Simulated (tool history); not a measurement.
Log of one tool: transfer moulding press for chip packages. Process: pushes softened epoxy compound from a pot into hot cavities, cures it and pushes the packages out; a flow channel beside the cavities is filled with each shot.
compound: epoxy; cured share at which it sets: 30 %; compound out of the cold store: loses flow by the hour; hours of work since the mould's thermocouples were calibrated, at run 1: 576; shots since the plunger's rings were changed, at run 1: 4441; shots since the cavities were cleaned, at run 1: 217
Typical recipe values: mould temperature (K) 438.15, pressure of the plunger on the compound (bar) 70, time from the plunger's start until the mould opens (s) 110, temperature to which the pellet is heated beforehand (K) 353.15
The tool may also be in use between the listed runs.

| run | hour | mould temperature (K) | pressure of the plunger on the compound (bar) | time from the plunger's start until the mould opens (s) | temperature to which the pellet is heated beforehand (K) | hours of work since the mould's thermocouples were calibrated | shots since the plunger's rings were changed | shots since the cavities were cleaned | incoming compound's hours out of the cold store | length that the compound runs in the flow channel (mm) | greatest force on the pins that push the packages out (N) |
|---|---|---|---|---|---|---|---|---|---|---|---|
| 1 | 0 | 438.15 | 70 | 110 | 353.15 | 576 | 4441 | 217 | 27 | 592 | 373 |
|  | 31.5 | cavities cleaned with cleaning compound and waxed |
| 2 | 33.2 | 438.15 | 70 | 110 | 353.15 | 596 | 4799 | 20 | 13.9 | 628 | 551 |
| 3 | 61.9 | 446.15 | 70 | 110 | 353.15 | 614 | 5123 | 344 | 27 | 553 | 453 |
|  | 78.8 | cavities cleaned with cleaning compound and waxed |
| 4 | 88.2 | 444.15 | 70 | 110 | 353.15 | 629 | 5404 | 107 | 27.6 | 557 | 302 |
|  | 93.8 | plunger's sealing rings changed |
|  | 130.1 | cavities cleaned with cleaning compound and waxed |
| 5 | 137.5 | 444.15 | 70 | 110 | 353.15 | 658 | 476 | 83 | 47.3 | 558 | 297 |
| 6 | 170.9 | 444.15 | 70 | 110 | 353.15 | 679 | 854 | 461 | 34.6 | 591 | 359 |
|  | 177.7 | cavities cleaned with cleaning compound and waxed |
|  | 207.6 | cavities cleaned with cleaning compound and waxed, once more |
| 7 | 210.8 | 438.15 | 70 | 110 | 353.15 | 702 | 1271 | 37 | 12.6 | 682 | 342 |
| 8 | 245.9 | 438.15 | 70 | 110 | 353.15 | 723 | 1666 | 432 | 10 | 688 | 466 |
|  | 258 | cavities cleaned with cleaning compound and waxed |
| 9 | 273.9 | 432.15 | 70 | 110 | 353.15 | 740 | 1966 | 179 | 20.4 | 668 | 597 |
|  | 307.5 | cavities cleaned with cleaning compound and waxed |
| 10 | 312.1 | 438.15 | 75.4 | 110 | 353.15 | 763 | 2381 | 52 | 29 | 644 | 321 |
|  | 358.1 | cavities cleaned with cleaning compound and waxed |
| 11 | 366.9 | 438.15 | 70 | 110 | 353.15 | 796 | 2983 | 100 | 20 | 639 | 370 |
| 12 | 390.6 | 438.15 | 78.6 | 110 | 353.15 | 811 | 3250 | 367 | 45.4 | 589 | 410 |
|  | 406.9 | cavities cleaned with cleaning compound and waxed |
| 13 | 448 | 438.15 | 75.4 | 110 | 353.15 | 846 | 3882 | 465 | 45.2 | 571 | 456 |
|  | 454.5 | cavities cleaned with cleaning compound and waxed |
| 14 | 482.4 | 438.15 | 75.4 | 110 | 353.15 | 867 | 4253 | 315 | 8.1 | 679 | 447 |
|  | 504.7 | cavities cleaned with cleaning compound and waxed |
|  | 511.4 | mould's thermocouples calibrated |
| 15 | 540 | 438.15 | 70 | 110 | 346.15 | 18 | 4865 | 377 | 11.7 | 631 | 430 |
|  | 556.2 | cavities cleaned with cleaning compound and waxed |
| 16 | 565.3 | 438.15 | 84.7 | 110 | 353.15 | 33 | 5134 | 103 | 13.4 | 692 | 346 |
|  | 596.2 | plunger's sealing rings changed |
|  | 606.9 | cavities cleaned with cleaning compound and waxed |
| 17 | 608.6 | 444.15 | 70 | 150 | 363.15 | 57 | 124 | 20 | 23.3 | 620 | 260 |
|  | 658.1 | cavities cleaned with cleaning compound and waxed |
| 18 | 664.5 | 433.15 | 87.8 | 124 | 360.15 | 91 | 738 | 72 | 27.4 | 732 | 374 |
|  | 707.4 | cavities cleaned with cleaning compound and waxed |
| 19 | 716.2 | 438.15 | 70 | 110 | 359.15 | 123 | 1305 | 99 | 41.8 | 580 | 327 |
|  | 757.6 | cavities cleaned with cleaning compound and waxed |
| 20 | 772.6 | 436.15 | 70 | 130 | 352.15 | 157 | 1925 | 169 | 21.1 | 648 | 347 |
|  | 806.6 | cavities cleaned with cleaning compound and waxed |
| 21 | 813.3 | 443.15 | 84.6 | 127 | 361.15 | 181 | 2368 | 76 | 32.7 | 634 | 278 |
| 22 | 843.4 | 440.15 | 78.3 | 111 | 354.15 | 200 | 2708 | 416 | 31.8 | 623 | 403 |
|  | 854.3 | cavities cleaned with cleaning compound and waxed |
|  | 902.4 | cavities cleaned with cleaning compound and waxed |
| 23 | 902.4 | 440.15 | 78.3 | 111 | 354.15 | 235 | 3341 | 0 | 43.3 | 583 | 277 |
| 24 | 943.6 | 441.15 | 64.7 | 111 | 353.15 | 261 | 3806 | 465 | 22.4 | 577 | 385 |
|  | 949.8 | cavities cleaned with cleaning compound and waxed |
|  | 999.9 | cavities cleaned with cleaning compound and waxed |
| 25 | 1000.5 | 441.15 | 84.7 | 100 | 355.15 | 295 | 4415 | 7 | 29.7 | 630 | 318 |
|  | 1050 | cavities cleaned with cleaning compound and waxed |
| 26 | 1056.1 | 430.15 | 62.9 | 139 | 360.15 | 328 | 5026 | 68 | 21 | 598 | 396 |
|  | 1095.8 | plunger's sealing rings changed |
| 27 | 1095.8 | 430.15 | 65.6 | 107 | 360.15 | 352 | 0 | 489 | 27.5 | 656 | 830 |
|  | 1101.2 | cavities cleaned with cleaning compound and waxed |
|  | 1150.2 | cavities cleaned with cleaning compound and waxed |
| 28 | 1153.7 | 430.15 | 65.6 | 107 | 360.15 | 386 | 619 | 39 | 15.7 | 691 | 625 |

Predict each of these 3 candidate next runs independently; none follows another, all start after run 28:
| A | 1192.2 | 430.15 | 54.1 | 107 | 360.15 | 410 | 1054 | 474 | 14.5 | ? | ? |
| B | 1192.2 | 432.15 | 70 | 110 | 353.15 | 410 | 1054 | 474 | 40.5 | ? | ? |
| C | 1192.2 | 437.15 | 70 | 110 | 353.15 | 410 | 1054 | 474 | 43.4 | ? | ? |

| run | length that the compound runs in the flow channel (mm) | greatest force on the pins that push the packages out (N) |
|---|---|---|
| A | 617 | 850 |
| B | 614 | 624 |
| C | 589 | 444 |
With no hidden state in the tool, these same runs would have given:
| run | length that the compound runs in the flow channel (mm) | greatest force on the pins that push the packages out (N) |
|---|---|---|
| A | 627 | 572 |
| B | 625 | 421 |
| C | 599 | 300 |
